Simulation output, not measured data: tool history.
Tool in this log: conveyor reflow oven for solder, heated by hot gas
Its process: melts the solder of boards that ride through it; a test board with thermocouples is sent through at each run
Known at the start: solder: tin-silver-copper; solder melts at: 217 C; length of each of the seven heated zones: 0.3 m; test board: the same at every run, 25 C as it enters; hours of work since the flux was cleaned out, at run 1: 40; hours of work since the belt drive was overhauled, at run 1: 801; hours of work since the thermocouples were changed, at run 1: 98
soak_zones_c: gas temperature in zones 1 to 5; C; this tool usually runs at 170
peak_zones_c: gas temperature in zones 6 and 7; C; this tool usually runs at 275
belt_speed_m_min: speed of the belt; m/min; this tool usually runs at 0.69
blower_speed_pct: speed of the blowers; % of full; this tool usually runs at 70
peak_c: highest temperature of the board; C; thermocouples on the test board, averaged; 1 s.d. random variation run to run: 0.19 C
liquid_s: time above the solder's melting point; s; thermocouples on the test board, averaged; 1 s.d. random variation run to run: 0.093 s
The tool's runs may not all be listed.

run	hour	soak_zones_c	peak_zones_c	belt_speed_m_min	blower_speed_pct	hours of work since the flux was cleaned out	hours of work since the belt drive was overhauled	hours of work since the thermocouples were changed	peak_c	liquid_s
1	0	170	275	0.69	70	40	801	98	259.3	41.75
2	45.7	170	275	0.69	70	68	829	125	259.2	41.42
3	96.2	170	275	0.69	70	99	860	156	258.8	41.37
4	160.9	170	275	0.69	70	139	899	196	258.4	41.05
5	206.4	170	275	0.69	70	166	927	223	257.7	41.01
6	255.1	170	275	0.69	70	196	957	253	257.2	40.83
# hour 333.3: flux residue cleaned out of gas plates and filters
7	341.2	170	275	0.69	70	5	1006	303	256.6	40.06
8	392.2	170	275	0.69	70	36	1038	334	256.5	40.29
9	476.6	170	275	0.69	70	87	1089	385	255.6	39.83
10	554.2	170	275	0.69	70	135	1136	433	254.9	39.44
11	603.3	170	275	0.69	70	165	1166	463	254.5	39.16
12	696.7	170	275	0.69	70	222	1223	520	254.1	38.78
# hour 732.8: flux residue cleaned out of gas plates and filters
# hour 778.3: thermocouples of zones 6 and 7 changed
13	778.3	170	275	0.69	70	27	1269	0	259.8	41.92
14	818.2	170	275	0.69	70	51	1293	24	259.7	41.83
# hour 870.7: flux residue cleaned out of gas plates and filters, once more
15	881.4	170	284	0.69	70	7	1329	60	267.9	45.13
16	973.1	170	284	0.69	70	63	1385	116	267.1	44.85

Expected results for the next run?
17	1062.3	167	284	0.69	70	117	1439	170	?	?

Logged for run 17: peak_c 266.1 C, liquid_s 43.81 s.
Take away the tool's hidden state, keep the run-to-run variation as it was, and the same run would have given peak_c 267.1 C, liquid_s 43.58 s.
